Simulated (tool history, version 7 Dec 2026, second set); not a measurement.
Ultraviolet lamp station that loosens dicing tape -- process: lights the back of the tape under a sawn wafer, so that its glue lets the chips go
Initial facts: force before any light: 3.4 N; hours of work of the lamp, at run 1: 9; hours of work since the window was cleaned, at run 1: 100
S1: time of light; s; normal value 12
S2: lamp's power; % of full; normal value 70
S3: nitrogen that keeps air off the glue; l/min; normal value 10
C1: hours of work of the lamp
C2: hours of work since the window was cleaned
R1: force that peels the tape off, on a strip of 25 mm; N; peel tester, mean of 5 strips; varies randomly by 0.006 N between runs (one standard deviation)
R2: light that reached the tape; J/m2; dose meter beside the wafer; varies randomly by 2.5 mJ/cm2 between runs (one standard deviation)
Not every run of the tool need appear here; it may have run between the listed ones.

| run | hour | S1 | S2 | S3 | C1 | C2 | R1 | R2 |
|---|---|---|---|---|---|---|---|---|
| 1 | 0.0 | 12 | 70 | 10 | 9 | 100 | 0.164 | 3080 |
| 2 | 11.0 | 12 | 70 | 10 | 15 | 106 | 0.170 | 3080 |
| 3 | 24.3 | 12 | 70 | 14 | 22 | 114 | 0.147 | 3070 |
| 4 | 46.8 | 12 | 70 | 14 | 35 | 126 | 0.146 | 3100 |
| 5 | 57.9 | 12 | 70 | 14 | 41 | 133 | 0.140 | 3090 |
| 6 | 76.3 | 12 | 70 | 10 | 51 | 143 | 0.169 | 3100 |
| 7 | 97.3 | 12 | 70 | 10 | 63 | 155 | 0.168 | 3100 |
| 8 | 107.8 | 12 | 91 | 10 | 69 | 160 | 0.122 | 4060 |
| 9 | 132.2 | 12 | 76 | 10 | 83 | 174 | 0.153 | 3360 |
| 10 | 150.2 | 12 | 76 | 10 | 93 | 184 | 0.151 | 3370 |
| 11 | 169.1 | 12 | 76 | 10 | 103 | 195 | 0.167 | 3360 |
| 12 | 185.7 | 12 | 88 | 10 | 112 | 204 | 0.130 | 3910 |
| 13 | 204.4 | 12 | 88 | 10 | 123 | 214 | 0.127 | 3860 |
| 14 | 217.0 | 12 | 88 | 10 | 130 | 221 | 0.144 | 3870 |
| 15 | 227.7 | 12 | 70 | 10 | 136 | 227 | 0.166 | 3070 |
| 16 | 242.5 | 12 | 70 | 10 | 144 | 236 | 0.172 | 3070 |
| 17 | 252.6 | 12 | 70 | 10 | 150 | 241 | 0.161 | 3080 |
| 18 | 276.2 | 12 | 70 | 10 | 163 | 254 | 0.157 | 3120 |
| 19 | 295.5 | 12 | 70 | 10 | 174 | 265 | 0.170 | 3110 |
| 20 | 315.1 | 12 | 70 | 7 | 185 | 276 | 0.201 | 3100 |
| 21 | 334.1 | 12 | 81 | 10 | 195 | 287 | 0.143 | 3580 |
|  | 348.2 | window cleaned of glue's vapour |
| 22 | 357.8 | 12 | 81 | 10 | 208 | 5 | 0.137 | 3610 |
| 23 | 373.0 | 12 | 84 | 11 | 217 | 14 | 0.135 | 3680 |

Forecast run 24:
| 24 | 385.0 | 12 | 84 | 11 | 223 | 21 | ? | ? |

{"run 24": {"R1": 0.134, "R2": 3720}}
Had the tool carried no hidden state, the very same run would have given R1 0.134 N, R2 3720 J/m2.
